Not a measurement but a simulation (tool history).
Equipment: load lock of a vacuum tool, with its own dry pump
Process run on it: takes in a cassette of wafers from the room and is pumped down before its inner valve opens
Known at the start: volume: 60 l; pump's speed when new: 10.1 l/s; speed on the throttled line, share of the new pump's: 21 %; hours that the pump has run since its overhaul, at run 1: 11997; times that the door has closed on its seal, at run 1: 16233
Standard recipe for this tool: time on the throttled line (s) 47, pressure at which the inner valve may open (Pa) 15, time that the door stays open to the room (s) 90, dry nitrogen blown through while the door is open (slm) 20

run,hour,time on the throttled line (s),pressure at which the inner valve may open (Pa),time that the door stays open to the room (s),dry nitrogen blown through while the door is open (slm),hours that the pump has run since its overhaul,times that the door has closed on its seal,"incoming humidity of the room's air, %",time from the closed door until the inner valve may open (s),rise of the pressure with all valves shut (Pa/min)
1,0.0,47,15,90,20,11997,16233,44.7,94.4,0.073
2,439.1,47,15,90,20,12436,17645,45.9,96.0,0.082
3,738.6,47,15,90,20,12735,18608,47.9,96.2,0.089
4,1030.9,53,15,90,20,13028,19548,43.8,100.9,0.094
5,1697.9,47,15,119,20,13695,21692,49.9,95.9,0.098
6,2189.3,47,15,119,20,14186,23272,43.2,97.5,0.102
7,2874.0,47,15,119,20,14871,25473,39.6,98.1,0.118
8,3211.9,47,15,119,20,15209,26559,44.2,98.2,0.124
9,3724.4,47,15,119,20,15721,28207,43.0,97.8,0.136
10,4354.1,47,15,90,20,16351,30231,42.1,99.0,0.148
11,4958.9,47,15,90,20,16956,32176,47.2,98.6,0.169
12,5356.0,47,15,90,20,17353,33452,44.1,100.4,0.168
# hour 5618.9: dry pump taken out, an overhauled one fitted
13,6019.9,47,15,90,20,401,35567,43.3,90.8,0.187
14,6346.7,47,15,90,20,728,36618,44.1,89.6,0.187
15,6879.6,47,15,90,20,1261,38331,45.6,90.9,0.199
16,7460.3,47,15,90,20,1841,40198,45.4,91.5,0.214
17,7802.4,47,15,90,20,2183,41297,50.2,91.9,0.226
18,8147.9,41,15,90,20,2529,42408,45.2,86.9,0.227
19,8636.5,47,19,69,20,3018,43979,50.9,90.7,0.241
20,9340.5,63,11,53,20,3722,46242,47.1,106.1,0.270
21,9777.3,88,15,90,13,4158,47646,43.7,123.4,0.277
22,10219.2,31,17,37,20,4600,49067,46.6,79.2,0.281
23,10858.2,31,17,37,5,5239,51121,47.4,79.1,0.305
24,11271.6,47,22,171,16,5653,52450,47.6,91.3,0.317
25,11970.6,47,22,171,16,6352,54698,49.7,90.9,0.333
26,12431.1,47,22,171,16,6812,56178,46.0,91.1,0.355
27,12879.4,47,22,171,16,7260,57619,46.8,91.7,0.367
28,13578.3,47,22,68,16,7959,59866,48.5,91.9,0.390
29,13935.4,43,11,90,20,8317,61014,43.7,94.1,0.394
30,14428.5,30,28,87,11,8810,62599,50.1,78.4,0.421
# hour 14911.7: door's seal changed, seat wiped
31,15083.6,30,13,87,22,9463,553,42.6,83.1,0.025
32,15435.6,59,15,90,20,9815,1684,46.1,104.3,0.024
33,15827.3,47,15,92,9,10207,2943,43.7,95.8,0.036
34,16384.5,47,15,92,9,10764,4735,43.9,96.4,0.050
35,16828.6,64,22,85,20,11208,6162,46.4,107.2,0.036
36,17168.3,50,12,32,22,11548,7255,46.5,101.0,0.030

Below, some changes in time from the closed door until the inner valve may open (s) between adjacent runs. For each, the amount present without the hidden state too (settings, incoming material, random variation) and the amount remaining for the hidden state with gauge scatter not shared by both compared results:
The tool's hidden condition here consists of: pump's speed, % of a new pump's; leak at the door's seal, Pa l/s; drift of the gauge itself on ready_s, %; drift of the gauge itself on rise_pa_min, %.
Run 12 -> 13: dry pump taken out, an overhauled one fitted. time from the closed door until the inner valve may open (s) -9.6: hidden state -8.7, all else -0.9.
Run 20 -> 21: time on the throttled line (s) 63 -> 88, pressure at which the inner valve may open (Pa) 11 -> 15, time that the door stays open to the room (s) 53 -> 90, dry nitrogen blown through while the door is open (slm) 20 -> 13. time from the closed door until the inner valve may open (s) +17.3: hidden state -0.2, all else +17.5.
Run 21 -> 22: time on the throttled line (s) 88 -> 31, pressure at which the inner valve may open (Pa) 15 -> 17, time that the door stays open to the room (s) 90 -> 37, dry nitrogen blown through while the door is open (slm) 13 -> 20. time from the closed door until the inner valve may open (s) -44.2: hidden state +0.9, all else -45.1.
Run 30 -> 31: pressure at which the inner valve may open (Pa) 28 -> 13, dry nitrogen blown through while the door is open (slm) 11 -> 22, door's seal changed, seat wiped. time from the closed door until the inner valve may open (s) +4.7: hidden state +1.0, all else +3.7.
Run 31 -> 32: time on the throttled line (s) 30 -> 59, pressure at which the inner valve may open (Pa) 13 -> 15, time that the door stays open to the room (s) 87 -> 90, dry nitrogen blown through while the door is open (slm) 22 -> 20. time from the closed door until the inner valve may open (s) +21.2: hidden state -0.7, all else +21.9.
Run 35 -> 36: time on the throttled line (s) 64 -> 50, pressure at which the inner valve may open (Pa) 22 -> 12, time that the door stays open to the room (s) 85 -> 32, dry nitrogen blown through while the door is open (slm) 20 -> 22. time from the closed door until the inner valve may open (s) -6.2: hidden state +1.1, all else -7.3.
